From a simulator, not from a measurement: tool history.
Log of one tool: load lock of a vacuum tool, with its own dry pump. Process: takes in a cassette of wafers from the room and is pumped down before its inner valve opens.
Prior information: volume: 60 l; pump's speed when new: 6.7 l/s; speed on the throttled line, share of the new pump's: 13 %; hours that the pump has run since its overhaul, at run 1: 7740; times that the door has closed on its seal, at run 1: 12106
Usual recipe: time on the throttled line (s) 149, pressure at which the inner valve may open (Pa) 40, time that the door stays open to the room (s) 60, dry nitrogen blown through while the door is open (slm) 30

run,hour,time on the throttled line (s),pressure at which the inner valve may open (Pa),time that the door stays open to the room (s),dry nitrogen blown through while the door is open (slm),hours that the pump has run since its overhaul,times that the door has closed on its seal,"incoming humidity of the room's air, %",time from the closed door until the inner valve may open (s),rise of the pressure with all valves shut (Pa/min)
1,0.0,149,40,60,30,7740,12106,46.3,207.0,0.178
2,461.1,149,40,60,30,8201,14093,46.4,206.6,0.209
3,754.9,149,29,60,30,8495,15359,44.0,210.4,0.239
4,1015.0,149,49,60,30,8755,16480,44.0,204.5,0.254
5,1470.9,149,49,60,30,9211,18445,44.8,204.2,0.309
6,1817.5,149,36,60,30,9558,19939,47.9,209.1,0.354
# hour 1925.1: door's seal changed, seat wiped
7,2014.5,149,36,60,30,9753,386,43.8,210.7,0.024
8,2225.7,149,36,60,30,9964,1296,43.6,206.8,0.032
9,2617.4,137,40,60,30,10356,2984,43.5,197.6,0.039
10,2846.3,137,40,60,10,10585,3971,44.8,196.9,0.073
11,3175.8,137,40,60,10,10914,5391,45.4,198.5,0.082
12,3580.1,149,40,60,30,11319,7133,45.4,209.4,0.084
13,3922.7,149,40,60,30,11661,8609,45.7,207.2,0.105
14,4180.6,149,40,60,31,11919,9721,45.8,209.8,0.114
15,4596.7,149,40,60,31,12335,11514,46.9,210.0,0.137
16,4792.0,149,40,60,31,12531,12356,44.2,208.5,0.150
# hour 4979.2: dry pump taken out, an overhauled one fitted
17,5103.5,149,40,208,31,124,13673,45.8,201.2,0.192
18,5468.9,149,40,208,31,490,15247,42.6,200.4,0.224
19,5805.3,149,40,208,31,826,16697,39.8,201.5,0.251
20,6045.6,228,40,31,30,1066,17733,46.2,270.9,0.258
21,6266.0,228,40,31,30,1287,18683,47.1,269.7,0.281
22,6620.6,228,71,36,30,1641,20211,44.8,265.8,0.324
# hour 6661.3: door's seal changed, seat wiped
23,6816.3,228,71,36,30,1836,668,45.3,263.4,0.020
24,7255.2,228,71,36,30,2275,2560,44.7,266.2,0.036
25,7527.2,228,71,36,30,2546,3732,45.9,263.8,0.043
26,7872.3,228,71,36,30,2892,5219,43.9,266.5,0.058
27,8153.4,183,71,99,7,3173,6431,44.1,226.8,0.107
28,8450.0,149,35,105,30,3469,7709,42.9,204.2,0.092
29,8797.9,149,37,105,4,3817,9208,44.8,204.3,0.160
30,9166.0,149,78,105,6,4185,10795,42.8,195.1,0.172
31,9395.4,149,78,105,6,4415,11783,45.2,196.5,0.202
32,9758.1,84,28,117,17,4777,13346,43.2,150.8,0.201
33,9985.4,90,53,142,13,5005,14326,46.3,149.9,0.234
34,10335.2,149,40,141,30,5355,15834,43.1,203.3,0.245
35,10693.1,149,39,199,30,5712,17376,44.4,203.7,0.283
36,11125.4,149,40,149,30,6145,19240,44.3,203.2,0.326
# hour 11397.3: door's seal changed, seat wiped
37,11473.7,149,40,149,30,6491,329,42.9,204.3,0.028
38,11776.3,149,36,56,8,6794,1633,45.4,205.9,0.055

What differs in the tool's unlogged condition from the final listed run ahead of each entry between runs to the first listed run following it?
After run 6, before run 7: door's seal changed, seat wiped (hour 1925.1)
  pump's speed, % of a new pump's: 87.7 -> 87.5; leak at the door's seal, Pa l/s: 0.3291 -> 0.0048
  measured value less the no-hidden-state value, time from the closed door until the inner valve may open (s): +7.6 -> +7.8; rise of the pressure with all valves shut (Pa/min): +0.328 -> +0.003
After run 16, before run 17: dry pump taken out, an overhauled one fitted (hour 4979.2)
  pump's speed, % of a new pump's: 84.2 -> 100.3; leak at the door's seal, Pa l/s: 0.1388 -> 0.163
  measured value less the no-hidden-state value, time from the closed door until the inner valve may open (s): +9.6 -> -0.2; rise of the pressure with all valves shut (Pa/min): +0.137 -> +0.163
After run 22, before run 23: door's seal changed, seat wiped (hour 6661.3)
  pump's speed, % of a new pump's: 98.5 -> 98.2; leak at the door's seal, Pa l/s: 0.3094 -> 0.0067
  measured value less the no-hidden-state value, time from the closed door until the inner valve may open (s): +0.6 -> +0.6; rise of the pressure with all valves shut (Pa/min): +0.307 -> +0.005
After run 36, before run 37: door's seal changed, seat wiped (hour 11397.3)
  pump's speed, % of a new pump's: 93.1 -> 92.7; leak at the door's seal, Pa l/s: 0.3047 -> 0.0034
  measured value less the no-hidden-state value, time from the closed door until the inner valve may open (s): +3.8 -> +4.0; rise of the pressure with all valves shut (Pa/min): +0.299 -> +0.001

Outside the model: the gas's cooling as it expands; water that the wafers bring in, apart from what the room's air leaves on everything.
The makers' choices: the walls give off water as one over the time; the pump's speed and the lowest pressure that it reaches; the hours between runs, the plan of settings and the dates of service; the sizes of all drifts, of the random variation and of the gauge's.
